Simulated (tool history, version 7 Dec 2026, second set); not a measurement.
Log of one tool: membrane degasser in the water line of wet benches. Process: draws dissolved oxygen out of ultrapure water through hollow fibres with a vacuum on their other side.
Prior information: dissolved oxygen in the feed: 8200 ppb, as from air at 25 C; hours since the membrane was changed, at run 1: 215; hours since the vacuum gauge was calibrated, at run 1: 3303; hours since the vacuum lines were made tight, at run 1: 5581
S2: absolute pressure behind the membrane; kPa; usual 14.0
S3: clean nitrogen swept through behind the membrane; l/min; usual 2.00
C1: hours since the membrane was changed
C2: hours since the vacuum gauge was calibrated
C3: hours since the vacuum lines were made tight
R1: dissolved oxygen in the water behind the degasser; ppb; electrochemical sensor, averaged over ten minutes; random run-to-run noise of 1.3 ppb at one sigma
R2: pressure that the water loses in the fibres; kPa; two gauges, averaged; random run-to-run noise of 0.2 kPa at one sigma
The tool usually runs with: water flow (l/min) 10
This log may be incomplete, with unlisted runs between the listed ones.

{"run": 1, "hour": 0.0, "water flow (l/min)": 10, "S2": 14.0, "S3": 2.0, "C1": 215, "C2": 3303, "C3": 5581, "R1": 144.2, "R2": 43.4}
{"run": 2, "hour": 36.0, "water flow (l/min)": 10, "S2": 14.0, "S3": 2.0, "C1": 251, "C2": 3339, "C3": 5617, "R1": 142.7, "R2": 43.42}
{"run": 3, "hour": 58.3, "water flow (l/min)": 10, "S2": 14.0, "S3": 2.0, "C1": 273, "C2": 3362, "C3": 5639, "R1": 143.8, "R2": 43.26}
{"run": 4, "hour": 84.6, "water flow (l/min)": 10, "S2": 14.0, "S3": 2.0, "C1": 299, "C2": 3388, "C3": 5666, "R1": 145.5, "R2": 43.75}
{"run": 5, "hour": 108.3, "water flow (l/min)": 10, "S2": 14.0, "S3": 2.0, "C1": 323, "C2": 3412, "C3": 5689, "R1": 144.5, "R2": 43.46}
{"run": 6, "hour": 146.8, "water flow (l/min)": 10, "S2": 14.0, "S3": 2.0, "C1": 362, "C2": 3450, "C3": 5728, "R1": 146.6, "R2": 43.26}
{"run": 7, "hour": 179.9, "water flow (l/min)": 10, "S2": 14.0, "S3": 2.0, "C1": 395, "C2": 3483, "C3": 5761, "R1": 145.6, "R2": 43.62}
{"run": 8, "hour": 221.4, "water flow (l/min)": 10, "S2": 14.0, "S3": 2.0, "C1": 436, "C2": 3525, "C3": 5802, "R1": 142.8, "R2": 43.62}
{"run": 9, "hour": 262.1, "water flow (l/min)": 10, "S2": 14.0, "S3": 2.0, "C1": 477, "C2": 3565, "C3": 5843, "R1": 144.0, "R2": 43.8}
{"run": 10, "hour": 302.9, "water flow (l/min)": 10, "S2": 14.0, "S3": 0.87, "C1": 518, "C2": 3606, "C3": 5884, "R1": 297.2, "R2": 43.4}
{"run": 11, "hour": 323.5, "water flow (l/min)": 10, "S2": 14.0, "S3": 0.87, "C1": 538, "C2": 3627, "C3": 5905, "R1": 305.1, "R2": 43.41}
{"run": 12, "hour": 356.3, "water flow (l/min)": 10, "S2": 14.0, "S3": 0.87, "C1": 571, "C2": 3660, "C3": 5937, "R1": 299.5, "R2": 43.54}
{"run": 13, "hour": 395.7, "water flow (l/min)": 10, "S2": 31.3, "S3": 0.87, "C1": 611, "C2": 3699, "C3": 5977, "R1": 723.7, "R2": 43.42}
{"run": 14, "hour": 434.0, "water flow (l/min)": 10, "S2": 31.3, "S3": 0.87, "C1": 649, "C2": 3737, "C3": 6015, "R1": 713.4, "R2": 43.51}
{"run": 15, "hour": 459.2, "water flow (l/min)": 10, "S2": 14.0, "S3": 2.0, "C1": 674, "C2": 3763, "C3": 6040, "R1": 143.7, "R2": 43.9}
{"run": 16, "hour": 500.4, "water flow (l/min)": 10, "S2": 14.0, "S3": 2.0, "C1": 715, "C2": 3804, "C3": 6081, "R1": 145.4, "R2": 43.87}
{"run": 17, "hour": 542.6, "water flow (l/min)": 10, "S2": 14.0, "S3": 2.0, "C1": 757, "C2": 3846, "C3": 6124, "R1": 145.9, "R2": 43.79}
{"run": 18, "hour": 562.3, "water flow (l/min)": 10, "S2": 14.1, "S3": 4.37, "C1": 777, "C2": 3866, "C3": 6143, "R1": 73.0, "R2": 43.43}
{"run": 19, "hour": 582.0, "water flow (l/min)": 6, "S2": 31.1, "S3": 1.08, "C1": 797, "C2": 3885, "C3": 6163, "R1": 375.8, "R2": 26.27}
{"run": 20, "hour": 624.8, "water flow (l/min)": 6, "S2": 10.2, "S3": 2.0, "C1": 840, "C2": 3928, "C3": 6206, "R1": 55.8, "R2": 26.36}
{"run": 21, "hour": 645.7, "water flow (l/min)": 11, "S2": 15.2, "S3": 2.15, "C1": 860, "C2": 3949, "C3": 6227, "R1": 167.9, "R2": 47.92}
{"run": 22, "hour": 681.6, "water flow (l/min)": 11, "S2": 11.7, "S3": 4.59, "C1": 896, "C2": 3985, "C3": 6263, "R1": 69.0, "R2": 48.07}
{"run": 23, "hour": 728.6, "water flow (l/min)": 11, "S2": 11.7, "S3": 4.59, "C1": 943, "C2": 4032, "C3": 6310, "R1": 69.2, "R2": 48.39}
{"run": 24, "hour": 771.2, "water flow (l/min)": 10, "S2": 28.7, "S3": 1.67, "C1": 986, "C2": 4075, "C3": 6352, "R1": 375.9, "R2": 44.02}
{"run": 25, "hour": 804.9, "water flow (l/min)": 10, "S2": 13.8, "S3": 5.66, "C1": 1020, "C2": 4108, "C3": 6386, "R1": 60.1, "R2": 43.99}
{"run": 26, "hour": 847.7, "water flow (l/min)": 8, "S2": 14.6, "S3": 1.37, "C1": 1062, "C2": 4151, "C3": 6429, "R1": 170.9, "R2": 35.03}
{"run": 27, "hour": 870.6, "water flow (l/min)": 13, "S2": 8.9, "S3": 2.24, "C1": 1085, "C2": 4174, "C3": 6452, "R1": 119.7, "R2": 56.8}
{"run": 28, "hour": 903.8, "water flow (l/min)": 13, "S2": 8.9, "S3": 2.24, "C1": 1119, "C2": 4207, "C3": 6485, "R1": 120.4, "R2": 57.04}
{"run": 29, "hour": 939.1, "water flow (l/min)": 16, "S2": 10.3, "S3": 1.0, "C1": 1154, "C2": 4242, "C3": 6520, "R1": 332.2, "R2": 70.0}
{"run": 30, "hour": 979.3, "water flow (l/min)": 7, "S2": 10.3, "S3": 1.0, "C1": 1194, "C2": 4283, "C3": 6560, "R1": 127.0, "R2": 30.33}
{"run": 31, "hour": 1002.6, "water flow (l/min)": 7, "S2": 10.3, "S3": 3.92, "C1": 1217, "C2": 4306, "C3": 6584, "R1": 35.0, "R2": 30.39}
{"run": 32, "hour": 1033.5, "water flow (l/min)": 16, "S2": 14.0, "S3": 2.0, "C1": 1248, "C2": 4337, "C3": 6614, "R1": 282.6, "R2": 70.24}
{"run": 33, "hour": 1073.4, "water flow (l/min)": 8, "S2": 14.0, "S3": 2.2, "C1": 1288, "C2": 4377, "C3": 6654, "R1": 104.1, "R2": 35.1}

Consider 3 possible next runs. They are alternatives, not a sequence: every one starts from the tool as it was left by run 33. What does each give?
{"run": "A", "hour": 1117.1, "water flow (l/min)": 10, "S2": 14.0, "S3": 5.11, "C1": 1332, "C2": 4420, "C3": 6698, "R1": "?", "R2": "?"}
{"run": "B", "hour": 1117.1, "water flow (l/min)": 7, "S2": 14.0, "S3": 4.55, "C1": 1332, "C2": 4420, "C3": 6698, "R1": "?", "R2": "?"}
{"run": "C", "hour": 1117.1, "water flow (l/min)": 6, "S2": 23.1, "S3": 2.2, "C1": 1332, "C2": 4420, "C3": 6698, "R1": "?", "R2": "?"}

run=A R1=64.9 R2=43.82
run=B R1=45.2 R2=30.86
run=C R1=137.4 R2=26.38
Had the tool no hidden state, the same runs would have come out as:
run=A R1=61.8 R2=43.37
run=B R1=42.8 R2=30.55
run=C R1=131.3 R2=26.11

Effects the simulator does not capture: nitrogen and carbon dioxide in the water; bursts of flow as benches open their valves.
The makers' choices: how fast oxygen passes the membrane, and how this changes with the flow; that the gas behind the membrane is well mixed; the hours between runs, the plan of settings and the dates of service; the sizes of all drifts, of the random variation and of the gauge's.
